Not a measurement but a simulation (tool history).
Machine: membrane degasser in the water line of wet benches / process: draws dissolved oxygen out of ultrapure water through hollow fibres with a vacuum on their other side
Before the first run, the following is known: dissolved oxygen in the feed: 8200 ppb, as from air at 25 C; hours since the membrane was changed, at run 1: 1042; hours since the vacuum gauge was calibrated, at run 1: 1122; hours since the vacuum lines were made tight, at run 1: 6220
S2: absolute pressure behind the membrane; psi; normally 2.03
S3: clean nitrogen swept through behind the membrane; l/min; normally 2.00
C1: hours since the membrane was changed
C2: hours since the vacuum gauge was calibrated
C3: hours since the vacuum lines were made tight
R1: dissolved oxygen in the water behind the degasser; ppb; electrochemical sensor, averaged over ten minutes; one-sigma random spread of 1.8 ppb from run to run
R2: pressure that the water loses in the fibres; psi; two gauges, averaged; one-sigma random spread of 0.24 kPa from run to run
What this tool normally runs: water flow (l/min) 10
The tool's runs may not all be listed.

{"run": 1, "hour": 0.0, "water flow (l/min)": 10, "S2": 2.03, "S3": 2.0, "C1": 1042, "C2": 1122, "C3": 6220, "R1": 172.1, "R2": 9.237}
{"run": 2, "hour": 49.2, "water flow (l/min)": 10, "S2": 2.03, "S3": 2.0, "C1": 1091, "C2": 1171, "C3": 6269, "R1": 175.7, "R2": 9.185}
{"run": 3, "hour": 95.8, "water flow (l/min)": 10, "S2": 2.78, "S3": 2.0, "C1": 1138, "C2": 1217, "C3": 6315, "R1": 238.3, "R2": 9.179}
{"run": 4, "hour": 120.4, "water flow (l/min)": 10, "S2": 2.78, "S3": 2.0, "C1": 1163, "C2": 1242, "C3": 6340, "R1": 236.6, "R2": 9.229}
{"run": 5, "hour": 167.3, "water flow (l/min)": 10, "S2": 2.78, "S3": 2.0, "C1": 1210, "C2": 1289, "C3": 6387, "R1": 231.8, "R2": 9.213}
{"run": 6, "hour": 192.9, "water flow (l/min)": 7, "S2": 2.78, "S3": 2.0, "C1": 1235, "C2": 1315, "C3": 6412, "R1": 143.8, "R2": 6.36}
{"run": 7, "hour": 227.2, "water flow (l/min)": 7, "S2": 2.78, "S3": 2.0, "C1": 1269, "C2": 1349, "C3": 6447, "R1": 143.2, "R2": 6.425}
{"run": 8, "hour": 252.1, "water flow (l/min)": 7, "S2": 3.48, "S3": 2.0, "C1": 1294, "C2": 1374, "C3": 6472, "R1": 185.2, "R2": 6.408}
{"run": 9, "hour": 311.1, "water flow (l/min)": 7, "S2": 3.48, "S3": 2.0, "C1": 1353, "C2": 1433, "C3": 6531, "R1": 182.5, "R2": 6.422}
{"run": 10, "hour": 347.5, "water flow (l/min)": 10, "S2": 3.09, "S3": 2.0, "C1": 1390, "C2": 1469, "C3": 6567, "R1": 256.5, "R2": 9.09}
{"run": 11, "hour": 392.4, "water flow (l/min)": 10, "S2": 3.09, "S3": 2.0, "C1": 1435, "C2": 1514, "C3": 6612, "R1": 260.6, "R2": 9.168}
{"run": 12, "hour": 417.6, "water flow (l/min)": 10, "S2": 2.03, "S3": 5.68, "C1": 1460, "C2": 1539, "C3": 6637, "R1": 91.4, "R2": 9.069}
{"run": 13, "hour": 471.3, "water flow (l/min)": 10, "S2": 2.03, "S3": 5.68, "C1": 1514, "C2": 1593, "C3": 6691, "R1": 92.5, "R2": 9.117}
{"run": 14, "hour": 527.4, "water flow (l/min)": 10, "S2": 2.03, "S3": 2.18, "C1": 1570, "C2": 1649, "C3": 6747, "R1": 163.1, "R2": 9.124}
{"run": 15, "hour": 574.5, "water flow (l/min)": 9, "S2": 3.51, "S3": 1.81, "C1": 1617, "C2": 1696, "C3": 6794, "R1": 269.3, "R2": 8.24}
{"run": 16, "hour": 605.0, "water flow (l/min)": 9, "S2": 2.2, "S3": 5.01, "C1": 1647, "C2": 1727, "C3": 6825, "R1": 79.3, "R2": 8.261}
{"run": 17, "hour": 630.1, "water flow (l/min)": 6, "S2": 2.2, "S3": 5.33, "C1": 1672, "C2": 1752, "C3": 6850, "R1": 36.8, "R2": 5.475}
{"run": 18, "hour": 663.1, "water flow (l/min)": 9, "S2": 2.03, "S3": 5.71, "C1": 1705, "C2": 1785, "C3": 6883, "R1": 68.7, "R2": 8.224}
{"run": 19, "hour": 720.1, "water flow (l/min)": 9, "S2": 2.03, "S3": 5.71, "C1": 1762, "C2": 1842, "C3": 6940, "R1": 68.8, "R2": 8.158}
{"run": 20, "hour": 765.6, "water flow (l/min)": 12, "S2": 1.33, "S3": 1.29, "C1": 1808, "C2": 1887, "C3": 6985, "R1": 225.4, "R2": 10.929}
{"run": 21, "hour": 804.2, "water flow (l/min)": 7, "S2": 2.81, "S3": 0.86, "C1": 1846, "C2": 1926, "C3": 7024, "R1": 311.8, "R2": 6.373}
{"run": 22, "hour": 862.3, "water flow (l/min)": 7, "S2": 2.26, "S3": 3.6, "C1": 1905, "C2": 1984, "C3": 7082, "R1": 67.6, "R2": 6.39}
{"run": 23, "hour": 893.9, "water flow (l/min)": 13, "S2": 2.05, "S3": 5.21, "C1": 1936, "C2": 2016, "C3": 7113, "R1": 193.6, "R2": 11.783}
{"run": 24, "hour": 946.5, "water flow (l/min)": 7, "S2": 3.22, "S3": 2.0, "C1": 1989, "C2": 2068, "C3": 7166, "R1": 169.1, "R2": 6.369}

Below, some changes in R2 between adjacent runs. For each, the amount present without the hidden state too (settings, incoming material, random variation) and the amount remaining for the hidden state with gauge scatter not shared by both compared results:
Hidden conditions of the tool in this case: membrane still open, %; true pressure behind the membrane over the reading, kPa; air that leaks in behind the membrane, l/min; drift of the gauge itself on oxygen_ppb, %; drift of the gauge itself on loss_of_pressure_kpa, %.
Run 22 -> 23: water flow (l/min) 7 -> 13, S2 2.26 -> 2.05, S3 3.60 -> 5.21. R2 +5.393 psi: hidden state -0.099, all else +5.491.
Run 23 -> 24: water flow (l/min) 13 -> 7, S2 2.05 -> 3.22, S3 5.21 -> 2.00. R2 -5.414 psi: hidden state +0.088, all else -5.503.
